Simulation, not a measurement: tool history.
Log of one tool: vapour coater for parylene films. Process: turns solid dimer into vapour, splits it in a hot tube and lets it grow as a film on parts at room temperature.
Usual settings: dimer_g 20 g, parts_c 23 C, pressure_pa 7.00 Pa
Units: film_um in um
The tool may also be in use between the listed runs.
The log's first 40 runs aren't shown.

run,hour,dimer_g,parts_c,pressure_pa,film_um
41,973.9,13,32,11.81,1.88
42,1002.0,13,32,11.81,1.89
43,1020.5,22,27,7.11,4.24
44,1034.6,22,20,7.11,5.95
45,1055.5,9,20,6.59,2.41
46,1078.4,9,20,6.59,2.41
47,1096.4,28,29,3.26,5.50
48,1114.2,20,16,8.11,6.27

3 ways to go on from here, each from the tool as it stands after run 48. What would each give?
A,1136.9,20,33,7.00,?
B,1136.9,25,21,7.00,?
C,1136.9,20,21,7.00,?

run,film_um
A,2.91
B,6.35
C,5.03
Without the tool's hidden state the same runs would have given:
run,film_um
A,3.19
B,6.96
C,5.51
